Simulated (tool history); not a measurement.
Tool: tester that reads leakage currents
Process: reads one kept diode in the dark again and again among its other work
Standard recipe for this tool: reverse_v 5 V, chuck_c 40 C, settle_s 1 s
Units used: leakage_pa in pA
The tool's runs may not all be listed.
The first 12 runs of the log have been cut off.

run,hour,reverse_v,chuck_c,settle_s,hours of work since the probe card was cleaned,hours of work since the tester was calibrated,hours of work since the chuck was calibrated,leakage_pa
13,840.7,5,53,1,1126,1977,625,1139.69
14,912.4,5,53,1,1166,2017,665,1143.44
15,950.9,5,53,1,1188,2038,686,1144.21
16,1004.7,5,53,1,1218,2068,716,1143.99
17,1057,5,40,7.15,1247,2097,746,487.04
18,1135.4,5,40,7.27,1290,2141,789,487.86
19,1225,5,40,1,1340,2191,839,488.17
20,1294.7,5,40,1,1379,2230,878,490.28
21,1351.4,1.62,40,9.38,1411,2261,910,315.96

Estimate the outcome of run 22 from the log above:
22,1389.8,1.62,40,9.38,1432,2283,931,?

Run 22 yielded leakage_pa 316.35 pA.
With the hidden condition absent and the run-to-run variation left alone, this run would have shown leakage_pa 316.05 pA.

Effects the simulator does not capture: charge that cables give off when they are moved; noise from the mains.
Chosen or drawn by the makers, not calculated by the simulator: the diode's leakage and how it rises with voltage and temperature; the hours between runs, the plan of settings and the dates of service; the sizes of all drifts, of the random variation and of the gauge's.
